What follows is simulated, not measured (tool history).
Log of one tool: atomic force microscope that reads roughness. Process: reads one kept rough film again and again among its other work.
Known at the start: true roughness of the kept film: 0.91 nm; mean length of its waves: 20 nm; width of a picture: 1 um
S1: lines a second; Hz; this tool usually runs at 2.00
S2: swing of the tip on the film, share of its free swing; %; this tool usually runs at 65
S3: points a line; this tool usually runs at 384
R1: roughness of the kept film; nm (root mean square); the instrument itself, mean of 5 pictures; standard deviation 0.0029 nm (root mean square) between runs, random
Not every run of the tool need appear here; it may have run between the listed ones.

{"run": 1, "day": 0.0, "S1": 2.0, "S2": 65, "S3": 384, "R1": 0.835}
{"run": 2, "day": 0.183, "S1": 2.0, "S2": 65, "S3": 384, "R1": 0.832}
{"run": 3, "day": 0.35, "S1": 2.0, "S2": 65, "S3": 555, "R1": 0.841}
{"run": 4, "day": 0.708, "S1": 1.51, "S2": 65, "S3": 384, "R1": 0.833}
{"run": 5, "day": 1.05, "S1": 2.0, "S2": 65, "S3": 384, "R1": 0.824}
{"run": 6, "day": 1.367, "S1": 2.0, "S2": 65, "S3": 384, "R1": 0.823}
{"run": 7, "day": 1.621, "S1": 2.0, "S2": 65, "S3": 384, "R1": 0.823}
{"run": 8, "day": 1.983, "S1": 2.0, "S2": 65, "S3": 384, "R1": 0.824}
{"run": 9, "day": 2.212, "S1": 2.0, "S2": 65, "S3": 384, "R1": 0.822}
{"run": 10, "day": 2.396, "S1": 2.0, "S2": 65, "S3": 384, "R1": 0.825}
{"run": 11, "day": 2.6, "S1": 2.0, "S2": 65, "S3": 384, "R1": 0.821}
{"day": 2.675, "done": "height scale calibrated on a step standard"}
{"run": 12, "day": 3.021, "S1": 2.0, "S2": 65, "S3": 384, "R1": 0.822}
{"run": 13, "day": 3.312, "S1": 2.0, "S2": 65, "S3": 384, "R1": 0.813}
{"run": 14, "day": 3.517, "S1": 2.0, "S2": 65, "S3": 384, "R1": 0.815}
{"run": 15, "day": 3.767, "S1": 2.0, "S2": 65, "S3": 384, "R1": 0.818}
{"run": 16, "day": 4.025, "S1": 2.0, "S2": 65, "S3": 384, "R1": 0.811}
{"day": 4.371, "done": "height scale calibrated on a step standard, once more"}
{"run": 17, "day": 4.417, "S1": 2.0, "S2": 65, "S3": 384, "R1": 0.811}
{"run": 18, "day": 4.671, "S1": 2.0, "S2": 65, "S3": 384, "R1": 0.808}
{"run": 19, "day": 4.933, "S1": 2.0, "S2": 65, "S3": 384, "R1": 0.803}
{"run": 20, "day": 5.296, "S1": 1.06, "S2": 79, "S3": 384, "R1": 0.798}
{"run": 21, "day": 5.517, "S1": 1.06, "S2": 79, "S3": 384, "R1": 0.798}
{"run": 22, "day": 5.875, "S1": 2.0, "S2": 71, "S3": 856, "R1": 0.802}
{"run": 23, "day": 6.221, "S1": 0.93, "S2": 85, "S3": 316, "R1": 0.785}
{"run": 24, "day": 6.454, "S1": 0.67, "S2": 85, "S3": 504, "R1": 0.795}
{"run": 25, "day": 6.812, "S1": 3.45, "S2": 80, "S3": 384, "R1": 0.745}
{"run": 26, "day": 7.204, "S1": 3.45, "S2": 80, "S3": 384, "R1": 0.739}
{"run": 27, "day": 7.433, "S1": 3.45, "S2": 82, "S3": 484, "R1": 0.732}
{"run": 28, "day": 7.7, "S1": 1.67, "S2": 60, "S3": 308, "R1": 0.786}
{"run": 29, "day": 7.95, "S1": 1.67, "S2": 60, "S3": 842, "R1": 0.8}
{"run": 30, "day": 8.308, "S1": 1.67, "S2": 82, "S3": 384, "R1": 0.76}
{"run": 31, "day": 8.512, "S1": 1.67, "S2": 82, "S3": 384, "R1": 0.764}

Below are 4 alternative next runs, each starting from the tool's condition after run 31. Predict each:
{"run": "A", "day": 8.846, "S1": 0.5, "S2": 86, "S3": 936, "R1": "?"}
{"run": "B", "day": 8.846, "S1": 0.89, "S2": 76, "S3": 461, "R1": "?"}
{"run": "C", "day": 8.846, "S1": 0.67, "S2": 61, "S3": 419, "R1": "?"}
{"run": "D", "day": 8.846, "S1": 2.0, "S2": 62, "S3": 384, "R1": "?"}

run=A R1=0.796
run=B R1=0.788
run=C R1=0.793
run=D R1=0.785
With no hidden state in the tool, these same runs would have given:
run=A R1=0.853
run=B R1=0.844
run=C R1=0.850
run=D R1=0.841

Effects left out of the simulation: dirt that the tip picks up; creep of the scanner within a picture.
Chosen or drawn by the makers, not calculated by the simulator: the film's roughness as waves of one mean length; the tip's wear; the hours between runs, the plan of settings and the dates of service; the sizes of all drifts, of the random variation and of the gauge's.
